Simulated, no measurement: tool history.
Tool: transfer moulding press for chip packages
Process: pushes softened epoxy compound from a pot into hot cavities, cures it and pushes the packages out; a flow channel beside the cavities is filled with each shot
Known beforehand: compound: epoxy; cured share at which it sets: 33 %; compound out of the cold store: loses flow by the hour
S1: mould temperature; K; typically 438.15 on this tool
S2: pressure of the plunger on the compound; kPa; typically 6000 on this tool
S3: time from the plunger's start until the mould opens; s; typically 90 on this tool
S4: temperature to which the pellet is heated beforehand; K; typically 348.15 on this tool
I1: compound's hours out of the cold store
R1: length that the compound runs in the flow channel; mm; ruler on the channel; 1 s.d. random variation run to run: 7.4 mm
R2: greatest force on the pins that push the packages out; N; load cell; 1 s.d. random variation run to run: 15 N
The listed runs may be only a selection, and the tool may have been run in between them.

| run | day | S1 | S2 | S3 | S4 | I1 | R1 | R2 |
|---|---|---|---|---|---|---|---|---|
| 1 | 0.000 | 438.15 | 6000 | 90 | 348.15 | 10.5 | 843 | 896 |
| 2 | 0.233 | 442.15 | 6000 | 90 | 348.15 | 22.5 | 811 | 738 |
| 3 | 0.562 | 442.15 | 6000 | 90 | 348.15 | 19.8 | 805 | 791 |
| 4 | 1.071 | 442.15 | 6000 | 90 | 348.15 | 33.6 | 788 | 890 |
| 5 | 1.567 | 438.15 | 6000 | 90 | 348.15 | 38.6 | 765 | 1199 |
|  | 1.938 | cavities cleaned with cleaning compound and waxed |
| 6 | 2.033 | 438.15 | 6000 | 90 | 348.15 | 23.0 | 797 | 1437 |
| 7 | 2.408 | 445.15 | 6000 | 90 | 348.15 | 13.9 | 809 | 999 |
|  | 2.862 | cavities cleaned with cleaning compound and waxed, once more |
| 8 | 2.879 | 445.15 | 6000 | 90 | 348.15 | 43.8 | 748 | 490 |
|  | 3.025 | plunger's sealing rings changed |
| 9 | 3.362 | 445.15 | 6000 | 90 | 348.15 | 38.6 | 844 | 566 |
| 10 | 3.812 | 445.15 | 6000 | 90 | 348.15 | 23.9 | 863 | 669 |
| 11 | 4.267 | 445.15 | 6000 | 90 | 348.15 | 20.0 | 892 | 757 |
| 12 | 4.754 | 438.15 | 6450 | 90 | 348.15 | 24.4 | 933 | 1181 |
| 13 | 5.146 | 438.15 | 6450 | 90 | 348.15 | 9.2 | 990 | 1294 |
|  | 5.525 | cavities cleaned with cleaning compound and waxed |
| 14 | 5.717 | 438.15 | 6000 | 90 | 348.15 | 29.4 | 888 | 783 |
| 15 | 6.158 | 438.15 | 4800 | 87 | 342.15 | 21.9 | 807 | 1048 |
| 16 | 6.567 | 432.15 | 5870 | 109 | 346.15 | 47.4 | 843 | 1073 |
| 17 | 6.875 | 432.15 | 5870 | 109 | 346.15 | 44.3 | 848 | 1122 |
| 18 | 7.142 | 437.15 | 7490 | 88 | 343.15 | 12.9 | 1037 | 1345 |
| 19 | 7.592 | 438.15 | 5970 | 90 | 352.15 | 12.0 | 908 | 1221 |
|  | 8.062 | cavities cleaned with cleaning compound and waxed |
| 20 | 8.083 | 445.15 | 6000 | 90 | 347.15 | 13.2 | 890 | 488 |
| 21 | 8.492 | 444.15 | 5090 | 124 | 348.15 | 10.4 | 826 | 548 |
| 22 | 8.825 | 440.15 | 5090 | 120 | 357.15 | 21.4 | 812 | 605 |
| 23 | 9.254 | 444.15 | 6000 | 90 | 348.15 | 42.7 | 813 | 769 |
| 24 | 9.517 | 444.15 | 5310 | 82 | 344.15 | 44.0 | 748 | 894 |
| 25 | 9.783 | 444.15 | 5310 | 82 | 344.15 | 32.5 | 779 | 930 |
| 26 | 10.246 | 434.15 | 5370 | 70 | 358.15 | 43.6 | 786 | 2704 |
|  | 10.575 | cavities cleaned with cleaning compound and waxed |
| 27 | 10.621 | 438.15 | 6000 | 72 | 348.15 | 10.2 | 908 | 1278 |
| 28 | 10.888 | 438.15 | 6000 | 72 | 348.15 | 46.5 | 802 | 1360 |

Forecast each of these 4 alternatives for the next run:
| A | 11.150 | 443.15 | 6000 | 101 | 355.15 | 11.1 | ? | ? |
| B | 11.150 | 442.15 | 5900 | 72 | 348.15 | 31.8 | ? | ? |
| C | 11.150 | 438.15 | 7330 | 94 | 348.15 | 14.2 | ? | ? |
| D | 11.150 | 438.15 | 6000 | 90 | 356.15 | 23.1 | ? | ? |

| run | R1 | R2 |
|---|---|---|
| A | 884 | 592 |
| B | 833 | 1154 |
| C | 1005 | 841 |
| D | 866 | 836 |
With no hidden state in the tool, these same runs would have given:
| run | R1 | R2 |
|---|---|---|
| A | 922 | 452 |
| B | 868 | 935 |
| C | 1048 | 677 |
| D | 903 | 674 |
